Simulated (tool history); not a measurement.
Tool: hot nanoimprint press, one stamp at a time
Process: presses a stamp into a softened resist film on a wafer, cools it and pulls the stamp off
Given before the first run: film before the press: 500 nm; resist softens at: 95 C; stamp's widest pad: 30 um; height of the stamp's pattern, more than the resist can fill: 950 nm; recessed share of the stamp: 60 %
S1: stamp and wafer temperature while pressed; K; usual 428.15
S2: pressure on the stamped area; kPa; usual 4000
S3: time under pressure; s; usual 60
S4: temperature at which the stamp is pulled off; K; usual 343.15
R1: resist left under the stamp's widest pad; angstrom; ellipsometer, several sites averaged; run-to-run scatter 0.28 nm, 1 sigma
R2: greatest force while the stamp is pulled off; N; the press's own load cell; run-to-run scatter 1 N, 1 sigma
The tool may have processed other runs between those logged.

| run | hour | S1 | S2 | S3 | S4 | R1 | R2 |
|---|---|---|---|---|---|---|---|
| 1 | 0 | 428.15 | 4000 | 60 | 343.15 | 2666 | 92 |
| 2 | 23.7 | 428.15 | 4000 | 60 | 343.15 | 2661 | 91 |
| 3 | 47.1 | 420.15 | 4000 | 60 | 343.15 | 3357 | 92 |
| 4 | 81.7 | 423.15 | 4000 | 60 | 343.15 | 3088 | 93 |
| 5 | 113.1 | 428.15 | 6380 | 60 | 343.15 | 2213 | 92 |
| 6 | 132.1 | 428.15 | 6380 | 60 | 343.15 | 2211 | 92 |
| 7 | 170.2 | 428.15 | 6380 | 60 | 343.15 | 2212 | 93 |
| 8 | 194.8 | 428.15 | 6380 | 60 | 341.15 | 2213 | 97 |
|  | 221.9 | stamp cleaned and given a new release coat |
| 9 | 226.5 | 428.15 | 4000 | 84 | 343.15 | 2355 | 92 |
| 10 | 252.2 | 428.15 | 4000 | 84 | 343.15 | 2354 | 91 |
| 11 | 272.3 | 428.15 | 4000 | 30 | 343.15 | 3312 | 90 |
| 12 | 293.5 | 428.15 | 4000 | 60 | 343.15 | 2660 | 92 |
| 13 | 327.8 | 428.15 | 4000 | 31 | 343.15 | 3284 | 93 |
| 14 | 362.2 | 428.15 | 4000 | 31 | 343.15 | 3282 | 93 |
| 15 | 391 | 428.15 | 4000 | 31 | 343.15 | 3279 | 91 |
| 16 | 414.9 | 428.15 | 4000 | 31 | 343.15 | 3280 | 90 |
| 17 | 443.7 | 428.15 | 4000 | 31 | 343.15 | 3290 | 91 |
|  | 458.8 | stamp cleaned and given a new release coat |
| 18 | 480.5 | 435.15 | 4000 | 31 | 343.15 | 2761 | 90 |
| 19 | 503.2 | 429.15 | 2490 | 105 | 338.15 | 2539 | 103 |
| 20 | 534 | 421.15 | 2480 | 76 | 350.15 | 3510 | 75 |
| 21 | 558.2 | 427.15 | 5540 | 42 | 337.15 | 2750 | 107 |
| 22 | 599.6 | 420.15 | 5540 | 42 | 337.15 | 3368 | 105 |
| 23 | 636.6 | 420.15 | 5540 | 42 | 339.15 | 3358 | 101 |
|  | 652.5 | plate thermocouple calibrated |
| 24 | 669.7 | 420.15 | 2410 | 75 | 343.15 | 3635 | 93 |
|  | 699.1 | stamp cleaned and given a new release coat |
| 25 | 699.1 | 428.15 | 3820 | 52 | 330.15 | 2840 | 123 |
| 26 | 722.4 | 433.15 | 5610 | 52 | 330.15 | 2106 | 123 |
| 27 | 752.5 | 433.15 | 5610 | 52 | 330.15 | 2102 | 125 |
| 28 | 781.7 | 417.15 | 5610 | 44 | 338.15 | 3588 | 105 |
| 29 | 815.9 | 424.15 | 5130 | 44 | 338.15 | 3047 | 102 |

Here are 4 independent what-if runs from the current tool condition. What would each one return?
| A | 838.2 | 424.15 | 2680 | 62 | 338.15 | ? | ? |
| B | 838.2 | 440.15 | 4000 | 60 | 337.15 | ? | ? |
| C | 838.2 | 428.15 | 4000 | 60 | 349.15 | ? | ? |
| D | 838.2 | 428.15 | 4000 | 47 | 343.15 | ? | ? |

| run | R1 | R2 |
|---|---|---|
| A | 3362 | 105 |
| B | 1867 | 105 |
| C | 2664 | 77 |
| D | 2897 | 92 |
Stripped of hidden state, with their random variation kept, the same runs would have yielded:
| run | R1 | R2 |
|---|---|---|
| A | 3362 | 105 |
| B | 1867 | 105 |
| C | 2664 | 77 |
| D | 2896 | 92 |

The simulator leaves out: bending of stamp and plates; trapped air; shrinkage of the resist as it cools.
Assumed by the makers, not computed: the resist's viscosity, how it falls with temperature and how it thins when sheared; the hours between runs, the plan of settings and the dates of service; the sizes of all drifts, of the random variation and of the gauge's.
